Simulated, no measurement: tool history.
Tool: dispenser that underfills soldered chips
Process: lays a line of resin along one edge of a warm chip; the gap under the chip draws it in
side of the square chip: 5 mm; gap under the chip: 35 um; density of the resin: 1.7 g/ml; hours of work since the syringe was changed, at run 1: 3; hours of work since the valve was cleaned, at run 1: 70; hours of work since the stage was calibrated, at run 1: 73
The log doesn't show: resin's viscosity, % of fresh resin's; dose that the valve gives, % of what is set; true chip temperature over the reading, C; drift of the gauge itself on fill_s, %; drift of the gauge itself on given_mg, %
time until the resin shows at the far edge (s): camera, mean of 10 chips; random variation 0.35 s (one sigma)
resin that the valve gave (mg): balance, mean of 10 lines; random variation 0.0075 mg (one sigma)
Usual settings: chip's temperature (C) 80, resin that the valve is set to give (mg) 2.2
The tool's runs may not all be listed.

run,day,chip's temperature (C),resin that the valve is set to give (mg),hours of work since the syringe was changed,hours of work since the valve was cleaned,hours of work since the stage was calibrated,time until the resin shows at the far edge (s),resin that the valve gave (mg)
1,0,80,2.2,3,70,73,20.3,2.084
2,0.429,90,2.2,10,77,80,19,2.071
# day 0.612: new syringe of resin
# day 0.912: dispensing valve cleaned and set on the balance
3,1.138,90,2.2,8,4,90,16.2,2.196
# day 1.438: new syringe of resin
4,1.454,90,2.2,0,8,95,11.9,2.175
5,2.042,90,2.16,10,18,105,18.8,2.125
# day 2.188: new syringe of resin
6,2.354,90,2.16,3,23,109,13.4,2.113
7,2.867,80,2.5,11,31,117,28.8,2.437
# day 2.942: new syringe of resin
8,3.383,80,2.2,7,39,126,24.6,2.145
# day 3.708: new syringe of resin
9,3.712,80,2.2,0,44,131,19,2.124
10,4.229,80,2.2,8,52,139,26.8,2.113
# day 4.492: new syringe of resin
11,4.875,80,2.2,6,62,149,24.7,2.092
# day 5.262: new syringe of resin
12,5.467,80,2.2,3,72,158,20.1,2.078
13,5.862,93,2.47,10,78,165,15.9,2.322
# day 6.033: new syringe of resin
14,6.183,91,2.82,2,83,170,13.3,2.644
# day 6.329: dispensing valve cleaned and set on the balance
15,6.571,79,2.08,8,4,175,27.9,2.069
# day 6.838: new syringe of resin
16,7.021,66,2.04,3,11,182,37.6,2.029
17,7.396,85,2.36,9,17,188,21.3,2.325
# day 7.625: new syringe of resin
18,7.879,83,2.43,4,24,196,18.7,2.379
# day 8.396: new syringe of resin
19,8.454,77,2.62,1,33,205,20.6,2.541
20,8.921,71,2.2,8,41,212,38.3,2.134
# day 9.162: new syringe of resin
21,9.275,84,2.01,2,46,217,16.8,1.946
22,9.608,84,2.01,7,52,223,21.6,1.923
# day 9.954: new syringe of resin
23,10.033,93,2.11,1,58,229,11.4,2.02

Forecast each of these 5 alternatives for the next run:
# day 10.721: new syringe of resin
A,10.721,80,2.11,0,69,240,?,?
# day 10.721: new syringe of resin
B,10.721,70,2.37,0,69,240,?,?
# day 10.721: new syringe of resin
C,10.721,93,2.3,0,69,240,?,?
# day 10.721: new syringe of resin
D,10.721,68,2.87,0,69,240,?,?
# day 10.721: new syringe of resin
E,10.721,66,2.06,0,69,240,?,?

run,time until the resin shows at the far edge (s),resin that the valve gave (mg)
A,17.7,1.997
B,27.5,2.247
C,10.4,2.176
D,28,2.713
E,31.7,1.949
Without the tool's hidden state the same runs would have given:
run,time until the resin shows at the far edge (s),resin that the valve gave (mg)
A,18.2,2.109
B,28.4,2.374
C,10.7,2.299
D,29.1,2.866
E,32.6,2.058

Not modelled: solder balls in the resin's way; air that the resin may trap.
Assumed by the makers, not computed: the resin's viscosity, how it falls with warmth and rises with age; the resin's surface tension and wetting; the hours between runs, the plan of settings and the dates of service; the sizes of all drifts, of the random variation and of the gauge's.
